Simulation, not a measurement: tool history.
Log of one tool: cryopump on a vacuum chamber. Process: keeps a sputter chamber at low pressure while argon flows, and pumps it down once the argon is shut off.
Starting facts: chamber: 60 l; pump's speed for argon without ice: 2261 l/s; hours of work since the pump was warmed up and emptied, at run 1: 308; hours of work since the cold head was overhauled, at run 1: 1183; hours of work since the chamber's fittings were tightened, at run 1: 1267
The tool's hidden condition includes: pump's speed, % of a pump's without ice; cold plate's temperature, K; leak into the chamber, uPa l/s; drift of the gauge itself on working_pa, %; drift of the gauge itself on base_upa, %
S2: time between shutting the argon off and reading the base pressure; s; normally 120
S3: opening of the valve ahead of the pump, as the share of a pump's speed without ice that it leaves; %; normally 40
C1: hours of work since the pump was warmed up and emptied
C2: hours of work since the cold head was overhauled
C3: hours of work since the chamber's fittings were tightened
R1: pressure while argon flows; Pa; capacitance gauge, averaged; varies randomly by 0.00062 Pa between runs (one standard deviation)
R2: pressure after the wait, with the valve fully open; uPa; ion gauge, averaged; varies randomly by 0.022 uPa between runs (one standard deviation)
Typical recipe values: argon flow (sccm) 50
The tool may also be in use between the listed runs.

{"run": 1, "hour": 0.0, "argon flow (sccm)": 50, "S2": 120, "S3": 40, "C1": 308, "C2": 1183, "C3": 1267, "R1": 0.0975, "R2": 1.51}
{"run": 2, "hour": 28.3, "argon flow (sccm)": 22, "S2": 120, "S3": 40, "C1": 326, "C2": 1201, "C3": 1286, "R1": 0.0435, "R2": 1.49}
{"run": 3, "hour": 53.3, "argon flow (sccm)": 92, "S2": 120, "S3": 40, "C1": 342, "C2": 1217, "C3": 1302, "R1": 0.1821, "R2": 1.56}
{"run": 4, "hour": 99.3, "argon flow (sccm)": 92, "S2": 120, "S3": 40, "C1": 371, "C2": 1247, "C3": 1331, "R1": 0.1831, "R2": 1.61}
{"run": 5, "hour": 144.3, "argon flow (sccm)": 92, "S2": 23, "S3": 40, "C1": 400, "C2": 1275, "C3": 1360, "R1": 0.183, "R2": 3.39}
{"run": 6, "hour": 180.0, "argon flow (sccm)": 92, "S2": 23, "S3": 40, "C1": 423, "C2": 1298, "C3": 1383, "R1": 0.1822, "R2": 3.3}
{"run": 7, "hour": 214.1, "argon flow (sccm)": 86, "S2": 49, "S3": 31, "C1": 444, "C2": 1320, "C3": 1404, "R1": 0.2177, "R2": 2.24}

Run 8, settings as shown, results not yet in. Your forecast:
{"run": 8, "hour": 239.2, "argon flow (sccm)": 86, "S2": 49, "S3": 31, "C1": 460, "C2": 1336, "C3": 1420, "R1": "?", "R2": "?"}

{"run 8": {"R1": 0.222, "R2": 2.3}}
Take away the tool's hidden state, keep the run-to-run variation as it was, and the same run would have given R1 0.2093 Pa, R2 1.19 uPa.
